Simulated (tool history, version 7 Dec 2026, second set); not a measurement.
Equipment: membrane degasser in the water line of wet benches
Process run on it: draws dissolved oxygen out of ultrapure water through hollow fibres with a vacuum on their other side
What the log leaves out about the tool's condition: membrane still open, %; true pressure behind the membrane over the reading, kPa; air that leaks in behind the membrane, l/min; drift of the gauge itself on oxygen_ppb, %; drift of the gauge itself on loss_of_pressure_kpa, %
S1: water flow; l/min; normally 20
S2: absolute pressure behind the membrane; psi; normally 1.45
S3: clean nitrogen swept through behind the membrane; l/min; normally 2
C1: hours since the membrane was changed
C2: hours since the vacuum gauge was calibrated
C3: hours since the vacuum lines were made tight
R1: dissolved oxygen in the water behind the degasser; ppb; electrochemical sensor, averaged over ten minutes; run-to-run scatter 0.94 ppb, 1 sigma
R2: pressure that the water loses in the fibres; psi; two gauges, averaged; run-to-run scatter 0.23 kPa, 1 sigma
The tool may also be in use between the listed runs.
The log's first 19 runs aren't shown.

{"run": 20, "day": 49.996, "S1": 20, "S2": 1.45, "S3": 4.55, "C1": 4616, "C2": 4360, "C3": 2889, "R1": 81.7, "R2": 8.398}
{"run": 21, "day": 51.817, "S1": 20, "S2": 1.45, "S3": 4.55, "C1": 4659, "C2": 4403, "C3": 2933, "R1": 80.8, "R2": 8.446}
{"run": 22, "day": 53.458, "S1": 31, "S2": 2.67, "S3": 2, "C1": 4699, "C2": 4443, "C3": 2972, "R1": 545.8, "R2": 13.074}
{"run": 23, "day": 57.033, "S1": 31, "S2": 2.67, "S3": 2, "C1": 4785, "C2": 4529, "C3": 3058, "R1": 540, "R2": 13.079}
{"run": 24, "day": 58.612, "S1": 31, "S2": 2.67, "S3": 2, "C1": 4823, "C2": 4567, "C3": 3096, "R1": 538.6, "R2": 13.061}
{"run": 25, "day": 61.0, "S1": 15, "S2": 2.35, "S3": 1.26, "C1": 4880, "C2": 4624, "C3": 3153, "R1": 351.1, "R2": 6.315}
{"run": 26, "day": 62.992, "S1": 20, "S2": 1.15, "S3": 0.92, "C1": 4928, "C2": 4672, "C3": 3201, "R1": 232.3, "R2": 8.447}
{"run": 27, "day": 66.358, "S1": 13, "S2": 1.45, "S3": 2.15, "C1": 5008, "C2": 4753, "C3": 3282, "R1": 100.7, "R2": 5.538}
{"run": 28, "day": 69.838, "S1": 26, "S2": 1.45, "S3": 1.02, "C1": 5092, "C2": 4836, "C3": 3365, "R1": 379.8, "R2": 10.995}
{"day": 70.7, "done": "gauge calibrated"}
{"run": 29, "day": 73.446, "S1": 26, "S2": 1.45, "S3": 1.02, "C1": 5179, "C2": 4923, "C3": 3452, "R1": 381.7, "R2": 10.743}
{"run": 30, "day": 76.271, "S1": 26, "S2": 1.45, "S3": 1.02, "C1": 5246, "C2": 4990, "C3": 3520, "R1": 380.2, "R2": 10.757}
{"run": 31, "day": 78.704, "S1": 26, "S2": 1.41, "S3": 4.74, "C1": 5305, "C2": 5049, "C3": 3578, "R1": 106.1, "R2": 10.757}
{"run": 32, "day": 81.225, "S1": 16, "S2": 1.25, "S3": 2.93, "C1": 5365, "C2": 5109, "C3": 3638, "R1": 75.1, "R2": 6.608}

Branching from run 32: 4 alternative next runs. What would each branch give?
{"run": "A", "day": 84.792, "S1": 20, "S2": 0.87, "S3": 2, "C1": 5451, "C2": 5195, "C3": 3724, "R1": "?", "R2": "?"}
{"run": "B", "day": 84.792, "S1": 23, "S2": 1.6, "S3": 1.07, "C1": 5451, "C2": 5195, "C3": 3724, "R1": "?", "R2": "?"}
{"run": "C", "day": 84.792, "S1": 20, "S2": 1.25, "S3": 4.64, "C1": 5451, "C2": 5195, "C3": 3724, "R1": "?", "R2": "?"}
{"run": "D", "day": 84.792, "S1": 12, "S2": 1.25, "S3": 1.42, "C1": 5451, "C2": 5195, "C3": 3724, "R1": "?", "R2": "?"}

run=A R1=75.3 R2=8.272
run=B R1=368.8 R2=9.545
run=C R1=66.3 R2=8.287
run=D R1=109.4 R2=4.952
With the hidden condition removed and each run's random variation left untouched, the same runs would have given:
run=A R1=75.1 R2=8.216
run=B R1=368.4 R2=9.481
run=C R1=66.2 R2=8.232
run=D R1=109.2 R2=4.918
